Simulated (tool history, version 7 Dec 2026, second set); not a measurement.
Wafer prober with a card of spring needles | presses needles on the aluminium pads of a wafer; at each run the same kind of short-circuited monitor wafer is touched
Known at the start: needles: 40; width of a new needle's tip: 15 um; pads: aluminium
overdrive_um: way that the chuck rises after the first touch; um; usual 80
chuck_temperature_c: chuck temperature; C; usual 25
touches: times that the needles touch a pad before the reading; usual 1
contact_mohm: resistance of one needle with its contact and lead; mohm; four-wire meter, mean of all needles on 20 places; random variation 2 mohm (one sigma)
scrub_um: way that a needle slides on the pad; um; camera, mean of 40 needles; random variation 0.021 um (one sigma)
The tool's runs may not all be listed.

run	hour	overdrive_um	chuck_temperature_c	touches	contact_mohm	scrub_um
1	0.0	80	25	1	228	13.59
# hour 29.8: tips cleaned on abrasive film
2	30.8	80	60	1	228	13.60
3	44.9	80	29	1	275	13.55
# hour 61.1: tips cleaned on abrasive film
4	62.0	80	29	1	225	13.59
# hour 92.1: tips cleaned on abrasive film
5	92.1	80	25	1	220	13.56
# hour 123.0: tips cleaned on abrasive film
6	123.0	80	25	1	220	13.56
7	137.4	80	25	2	248	13.50
# hour 154.4: tips cleaned on abrasive film
8	163.2	80	25	2	237	13.57
9	183.4	80	25	1	305	13.56
# hour 185.8: tips cleaned on abrasive film
10	211.5	80	25	1	300	13.53
# hour 218.4: tips cleaned on abrasive film
11	235.3	80	25	1	281	13.52
# hour 250.2: tips cleaned on abrasive film
12	261.7	80	25	1	263	13.52
13	279.9	80	25	1	303	13.50
# hour 281.9: tips cleaned on abrasive film
14	293.7	80	25	1	263	13.52
15	308.3	80	25	1	299	13.50
# hour 314.0: tips cleaned on abrasive film
16	330.7	80	26	1	280	13.52
# hour 345.1: tips cleaned on abrasive film
17	345.1	80	26	1	220	13.46
# hour 376.0: tips cleaned on abrasive film
18	376.0	80	86	2	228	13.47
19	406.0	76	38	2	275	12.79
# hour 408.0: tips cleaned on abrasive film
20	438.1	80	25	1	302	13.44
# hour 440.8: tips cleaned on abrasive film
21	452.6	81	112	2	263	13.62
# hour 471.8: tips cleaned on abrasive film
22	473.9	99	54	2	222	16.69
23	501.4	87	69	2	266	14.64
# hour 503.8: tips cleaned on abrasive film
24	517.4	87	69	2	253	14.64
# hour 536.3: tips cleaned on abrasive film
25	540.1	80	30	1	244	13.49

Run 26 comes next. What will it give?
26	561.4	80	44	2	?	?

Run 26 gave contact_mohm 266 mohm, scrub_um 13.41 um.
Without the tool's hidden state the same run would have given contact_mohm 216 mohm, scrub_um 13.57 um.
